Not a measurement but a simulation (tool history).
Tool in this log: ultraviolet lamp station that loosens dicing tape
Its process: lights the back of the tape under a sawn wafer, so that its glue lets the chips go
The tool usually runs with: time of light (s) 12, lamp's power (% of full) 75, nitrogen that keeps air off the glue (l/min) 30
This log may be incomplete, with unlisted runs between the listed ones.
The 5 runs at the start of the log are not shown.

run,day,time of light (s),lamp's power (% of full),nitrogen that keeps air off the glue (l/min),hours of work of the lamp,hours of work since the window was cleaned,force that peels the tape off (N),light that reached the tape (mJ/cm2)
6,7.267,12,75,30,767,58,0.389,426
7,8.512,12,75,28,782,73,0.389,422
8,10.079,12,75,28,801,92,0.396,421
9,11.696,12,75,26,820,111,0.393,421
10,13.004,12,75,30,835,126,0.389,422
11,14.883,12,75,30,857,148,0.376,422
12,16.704,12,75,10,879,170,0.568,421
13,17.575,12,75,10,889,180,0.563,423
14,19.554,12,75,10,913,204,0.576,421
15,21.242,12,75,10,933,224,0.582,421
16,22.429,12,75,23,947,238,0.409,416
17,24.512,12,84,23,971,262,0.355,475
18,25.533,12,84,23,983,274,0.338,473
19,27.379,12,84,23,1005,296,0.333,474
20,28.604,15,76,23,1020,311,0.291,528
# day 28.912: lamp changed
21,30.750,15,76,23,22,336,0.296,536

For run 22, what comes out?
22,32.083,18,69,48,38,351,?,?

{"run 22": {"force that peels the tape off (N)": 0.234, "light that reached the tape (mJ/cm2)": 589}}
The same run, on a tool lacking any hidden state, would have yielded force that peels the tape off (N) 0.234, light that reached the tape (mJ/cm2) 590.
